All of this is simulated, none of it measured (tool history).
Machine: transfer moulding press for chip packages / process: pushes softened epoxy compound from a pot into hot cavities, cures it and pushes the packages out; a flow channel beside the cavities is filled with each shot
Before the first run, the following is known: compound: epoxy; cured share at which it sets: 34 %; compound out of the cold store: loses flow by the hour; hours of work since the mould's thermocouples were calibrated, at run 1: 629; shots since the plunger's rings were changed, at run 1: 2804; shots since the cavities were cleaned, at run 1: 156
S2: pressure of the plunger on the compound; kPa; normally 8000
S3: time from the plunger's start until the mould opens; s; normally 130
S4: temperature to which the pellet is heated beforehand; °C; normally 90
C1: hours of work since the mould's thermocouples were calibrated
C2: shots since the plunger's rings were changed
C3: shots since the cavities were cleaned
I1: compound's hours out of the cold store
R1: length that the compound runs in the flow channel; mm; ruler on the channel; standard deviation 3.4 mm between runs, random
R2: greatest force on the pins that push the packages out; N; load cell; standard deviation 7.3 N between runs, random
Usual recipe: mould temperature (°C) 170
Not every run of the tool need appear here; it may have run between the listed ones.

{"run": 1, "hour": 0.0, "mould temperature (°C)": 170, "S2": 8000, "S3": 130, "S4": 90, "C1": 629, "C2": 2804, "C3": 156, "I1": 20, "R1": 679, "R2": 371}
{"hour": 32.5, "done": "plunger's sealing rings changed"}
{"run": 2, "hour": 49.5, "mould temperature (°C)": 170, "S2": 8000, "S3": 130, "S4": 90, "C1": 656, "C2": 155, "C3": 585, "I1": 12, "R1": 738, "R2": 440}
{"hour": 59.6, "done": "cavities cleaned with cleaning compound and waxed"}
{"run": 3, "hour": 114.2, "mould temperature (°C)": 170, "S2": 8000, "S3": 130, "S4": 90, "C1": 693, "C2": 731, "C3": 498, "I1": 9.2, "R1": 738, "R2": 426}
{"hour": 129.4, "done": "cavities cleaned with cleaning compound and waxed"}
{"run": 4, "hour": 168.8, "mould temperature (°C)": 170, "S2": 8000, "S3": 130, "S4": 90, "C1": 725, "C2": 1216, "C3": 359, "I1": 39.4, "R1": 639, "R2": 398}
{"hour": 202.7, "done": "cavities cleaned with cleaning compound and waxed"}
{"run": 5, "hour": 229.6, "mould temperature (°C)": 170, "S2": 8000, "S3": 130, "S4": 90, "C1": 760, "C2": 1758, "C3": 246, "I1": 21.6, "R1": 689, "R2": 385}
{"hour": 247.0, "done": "mould's thermocouples calibrated"}
{"run": 6, "hour": 259.9, "mould temperature (°C)": 170, "S2": 7210, "S3": 130, "S4": 90, "C1": 8, "C2": 2015, "C3": 503, "I1": 39, "R1": 598, "R2": 411}
{"hour": 276.9, "done": "cavities cleaned with cleaning compound and waxed"}
{"run": 7, "hour": 304.3, "mould temperature (°C)": 170, "S2": 7210, "S3": 130, "S4": 90, "C1": 33, "C2": 2407, "C3": 250, "I1": 19.8, "R1": 654, "R2": 410}
{"hour": 348.0, "done": "cavities cleaned with cleaning compound and waxed"}
{"run": 8, "hour": 355.1, "mould temperature (°C)": 177, "S2": 6210, "S3": 123, "S4": 90, "C1": 62, "C2": 2857, "C3": 65, "I1": 44.9, "R1": 518, "R2": 292}
{"hour": 382.8, "done": "plunger's sealing rings changed"}
{"hour": 420.9, "done": "cavities cleaned with cleaning compound and waxed"}
{"run": 9, "hour": 421.5, "mould temperature (°C)": 170, "S2": 8000, "S3": 139, "S4": 90, "C1": 99, "C2": 340, "C3": 6, "I1": 37.7, "R1": 651, "R2": 299}
{"hour": 491.0, "done": "cavities cleaned with cleaning compound and waxed"}
{"run": 10, "hour": 492.3, "mould temperature (°C)": 170, "S2": 8000, "S3": 139, "S4": 90, "C1": 139, "C2": 972, "C3": 12, "I1": 14, "R1": 727, "R2": 322}
{"run": 11, "hour": 551.1, "mould temperature (°C)": 170, "S2": 8000, "S3": 139, "S4": 91, "C1": 174, "C2": 1509, "C3": 549, "I1": 14.8, "R1": 709, "R2": 414}
{"hour": 562.3, "done": "cavities cleaned with cleaning compound and waxed"}
{"hour": 592.5, "done": "mould's thermocouples calibrated, once more"}
{"run": 12, "hour": 598.6, "mould temperature (°C)": 169, "S2": 8000, "S3": 130, "S4": 82, "C1": 4, "C2": 1910, "C3": 313, "I1": 41.8, "R1": 619, "R2": 385}
{"hour": 636.8, "done": "cavities cleaned with cleaning compound and waxed"}
{"run": 13, "hour": 648.8, "mould temperature (°C)": 169, "S2": 9250, "S3": 130, "S4": 82, "C1": 32, "C2": 2354, "C3": 109, "I1": 30.9, "R1": 704, "R2": 359}
{"run": 14, "hour": 681.7, "mould temperature (°C)": 170, "S2": 8000, "S3": 124, "S4": 90, "C1": 52, "C2": 2655, "C3": 410, "I1": 44.5, "R1": 607, "R2": 409}

Below, each run's measurement less what the same run would have read without the hidden state. Both values contain the same run-to-run variation, but the gauge's scatter may not be the same in both:
What the log doesn't record here: true mould temperature over the reading, C; pressure that reaches the compound, % of what is set; grip of the stained cavities, % over clean ones'; drift of the gauge itself on flow_mm, %; drift of the gauge itself on push_out_n, %.
run=1 R1=-28 R2=+58
run=2 R1=-1 R2=+135
run=3 R1=-7 R2=+115
run=4 R1=-10 R2=+98
run=5 R1=-17 R2=+75
run=6 R1=-16 R2=+122
run=7 R1=-21 R2=+91
run=8 R1=-20 R2=+22
run=9 R1=+0 R2=+19
run=10 R1=-6 R2=+30
run=11 R1=-11 R2=+126
run=12 R1=-17 R2=+75
run=13 R1=-24 R2=+43
run=14 R1=-23 R2=+102

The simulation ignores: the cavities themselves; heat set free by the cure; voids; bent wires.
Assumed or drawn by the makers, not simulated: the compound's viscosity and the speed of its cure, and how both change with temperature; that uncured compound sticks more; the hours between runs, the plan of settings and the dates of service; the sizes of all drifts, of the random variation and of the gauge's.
